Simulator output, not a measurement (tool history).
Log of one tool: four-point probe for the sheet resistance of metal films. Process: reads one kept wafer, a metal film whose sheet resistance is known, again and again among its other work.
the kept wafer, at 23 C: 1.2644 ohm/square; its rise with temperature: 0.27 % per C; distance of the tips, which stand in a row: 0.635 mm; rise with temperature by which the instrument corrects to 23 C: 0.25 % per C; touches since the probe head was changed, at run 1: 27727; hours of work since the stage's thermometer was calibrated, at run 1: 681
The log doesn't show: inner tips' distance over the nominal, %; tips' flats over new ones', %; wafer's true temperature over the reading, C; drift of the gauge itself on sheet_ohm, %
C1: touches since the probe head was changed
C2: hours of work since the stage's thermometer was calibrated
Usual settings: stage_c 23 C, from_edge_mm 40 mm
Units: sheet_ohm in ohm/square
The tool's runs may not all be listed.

Run 1, hour 0: usual settings; C1 27727; C2 681. Result: sheet_ohm 1.259694 ohm/square.
Run 2, hour 19.3: usual settings; C1 28444; C2 693. Result: sheet_ohm 1.259828 ohm/square.
Run 3, hour 50.6: usual settings; C1 29609; C2 712. Result: sheet_ohm 1.260403 ohm/square.
Run 4, hour 76.5: usual settings but stage_c 34 C; C1 30576; C2 728. Result: sheet_ohm 1.262663 ohm/square.
Run 5, hour 106.6: usual settings but stage_c 34 C; C1 31695; C2 746. Result: sheet_ohm 1.262568 ohm/square.
Run 6, hour 134.6: usual settings but stage_c 20 C; C1 32737; C2 763. Result: sheet_ohm 1.259846 ohm/square.
Run 7, hour 166.8: usual settings but stage_c 20 C; C1 33939; C2 783. Result: sheet_ohm 1.260043 ohm/square.
Run 8, hour 203.8: usual settings; C1 35317; C2 806. Result: sheet_ohm 1.260648 ohm/square.
Run 9, hour 230.5: usual settings; C1 36310; C2 822. Result: sheet_ohm 1.261 ohm/square.
Run 10, hour 261.8: usual settings; C1 37475; C2 842. Result: sheet_ohm 1.261159 ohm/square.
Run 11, hour 300: usual settings; C1 38899; C2 865. Result: sheet_ohm 1.261359 ohm/square.
Run 12, hour 338.7: usual settings; C1 40339; C2 889. Result: sheet_ohm 1.261278 ohm/square.
Run 13, hour 364.9: usual settings but stage_c 26 C; C1 41314; C2 905. Result: sheet_ohm 1.261976 ohm/square.
Run 14, hour 399.4: usual settings but stage_c 26 C; C1 42598; C2 926. Result: sheet_ohm 1.262261 ohm/square.
Run 15, hour 436.7: usual settings but stage_c 26 C; C1 43989; C2 949. Result: sheet_ohm 1.262145 ohm/square.
Run 16, hour 460.9: usual settings but stage_c 26 C; C1 44888; C2 964. Result: sheet_ohm 1.262417 ohm/square.
Run 17, hour 498.8: usual settings but from_edge_mm 32 mm; C1 46300; C2 987. Result: sheet_ohm 1.261883 ohm/square.
Run 18, hour 518.3: usual settings but from_edge_mm 15 mm; C1 47027; C2 999. Result: sheet_ohm 1.263344 ohm/square.
Run 19, hour 552.1: usual settings but from_edge_mm 15 mm; C1 48283; C2 1020. Result: sheet_ohm 1.263387 ohm/square.
Run 20, hour 593.9: usual settings but from_edge_mm 15 mm; C1 49839; C2 1045. Result: sheet_ohm 1.26331 ohm/square.
Run 21, hour 624.5: usual settings; C1 50980; C2 1064. Result: sheet_ohm 1.262086 ohm/square.
Run 22, hour 644.1: usual settings; C1 51711; C2 1076. Result: sheet_ohm 1.261935 ohm/square.
Run 23, hour 673.1: usual settings but stage_c 21 C; C1 52791; C2 1094. Result: sheet_ohm 1.26201 ohm/square.
Run 24, hour 691.2: usual settings but stage_c 21 C; C1 53464; C2 1105. Result: sheet_ohm 1.26189 ohm/square.
Run 25, hour 724.1: usual settings but from_edge_mm 6 mm; C1 54688; C2 1125. Result: sheet_ohm 1.270002 ohm/square.
Run 26, hour 759.2: usual settings but stage_c 25 C, from_edge_mm 5 mm; C1 55997; C2 1147. Result: sheet_ohm 1.273611 ohm/square.
Run 27, hour 779.2: usual settings but stage_c 25 C, from_edge_mm 5 mm; C1 56741; C2 1159. Result: sheet_ohm 1.273868 ohm/square.
Run 28, hour 797.9: usual settings but stage_c 29 C, from_edge_mm 18 mm; C1 57437; C2 1171. Result: sheet_ohm 1.265592 ohm/square.
Run 29, hour 834.7: usual settings but stage_c 29 C, from_edge_mm 18 mm; C1 58805; C2 1193. Result: sheet_ohm 1.265307 ohm/square.
Run 30, hour 858.3: usual settings but stage_c 29 C, from_edge_mm 18 mm; C1 59687; C2 1208. Result: sheet_ohm 1.264728 ohm/square.
Run 31, hour 880.3: usual settings but stage_c 21 C, from_edge_mm 18 mm; C1 60505; C2 1221. Result: sheet_ohm 1.263281 ohm/square.
Run 32, hour 908: usual settings but stage_c 22 C, from_edge_mm 17 mm; C1 61537; C2 1238. Result: sheet_ohm 1.263799 ohm/square.
Run 33, hour 937.5: usual settings but from_edge_mm 57 mm; C1 62635; C2 1256. Result: sheet_ohm 1.263384 ohm/square.
Run 34, hour 961.6: usual settings but from_edge_mm 11 mm; C1 63534; C2 1271. Result: sheet_ohm 1.265425 ohm/square.
Run 35, hour 985.9: usual settings; C1 64437; C2 1286. Result: sheet_ohm 1.263689 ohm/square.
Run 36, hour 1021.3: usual settings but from_edge_mm 3 mm; C1 65755; C2 1308. Result: sheet_ohm 1.293224 ohm/square.
Run 37, hour 1061.4: usual settings but stage_c 34 C, from_edge_mm 12 mm; C1 67249; C2 1332. Result: sheet_ohm 1.267815 ohm/square.
Run 38, hour 1087.7: usual settings but stage_c 34 C, from_edge_mm 12 mm; C1 68228; C2 1348. Result: sheet_ohm 1.267939 ohm/square.
Run 39, hour 1124.9: usual settings but stage_c 21 C, from_edge_mm 5 mm; C1 69613; C2 1371. Result: sheet_ohm 1.274421 ohm/square.

The next listed run, before its measurement:
Run 40, hour 1148.6: usual settings but stage_c 33 C; C1 70493; C2 1386. Result: sheet_ohm ?.

sheet_ohm: 1.265716 ohm/square
Without the tool's hidden state the same run would have given sheet_ohm 1.266082 ohm/square.

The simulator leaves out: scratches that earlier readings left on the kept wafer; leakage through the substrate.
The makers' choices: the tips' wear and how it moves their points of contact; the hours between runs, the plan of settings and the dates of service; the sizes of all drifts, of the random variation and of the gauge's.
